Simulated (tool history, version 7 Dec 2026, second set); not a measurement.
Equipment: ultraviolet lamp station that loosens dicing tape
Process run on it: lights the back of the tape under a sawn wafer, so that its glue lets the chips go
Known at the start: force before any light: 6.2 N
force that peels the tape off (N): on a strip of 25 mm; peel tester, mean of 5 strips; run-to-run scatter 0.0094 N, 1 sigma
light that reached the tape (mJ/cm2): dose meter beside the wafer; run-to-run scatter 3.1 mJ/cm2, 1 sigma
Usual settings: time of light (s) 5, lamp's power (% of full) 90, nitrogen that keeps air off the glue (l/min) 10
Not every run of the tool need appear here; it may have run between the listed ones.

run    day  time of light (s)  lamp's power (% of full)  nitrogen that keeps air off the glue (l/min)  force that peels the tape off (N)  light that reached the tape (mJ/cm2)
  1      0                  5                        90                                            10                              0.577                                   408
  2  0.429                  5                        90                                            10                              0.537                                   403
  3  0.683                  6                        90                                            10                              0.397                                   485
  4  1.112                  2                        90                                            10                              2.193                                   167
  5    1.4                  3                        90                                            10                              1.362                                   242
  6  1.596                  3                        90                                            10                              1.308                                   238
  7  1.892                  3                        90                                            10                              1.392                                   239
  8  2.238                  5                        90                                            19                              0.405                                   398
  9  2.608                  5                        96                                            19                              0.352                                   421
 10  2.892                  2                        84                                             3                              3.218                                   146
 11  3.138                  7                        66                                             3                              1.126                                   403
 12  3.442                  4                        88                                            10                              0.956                                   308
 13  3.738                  4                        90                                             4                              1.436                                   314
 14  3.958                  5                        66                                            10                              1.009                                   290
 15  4.217                  5                        66                                            10                              1.022                                   286
 16   4.65                  3                        92                                             5                              1.878                                   239

Hidden state or all else? Some run-to-run changes of force that peels the tape off (N), split into what the settings, what came in and random variation would give without the hidden state, and what is left for the hidden state (with any gauge scatter that isn't in both results):
Hidden conditions of the tool in this case: lamp's light, % of a new lamp's; light that the window lets through, % of a clean one's; drift of the gauge itself on peel_n, %; drift of the gauge itself on dose_mj_cm2, %.
Run 9 -> 10: time of light (s) 5 -> 2, lamp's power (% of full) 96 -> 84, nitrogen that keeps air off the glue (l/min) 19 -> 3. force that peels the tape off (N) +2.866: hidden state +0.291, all else +2.575.
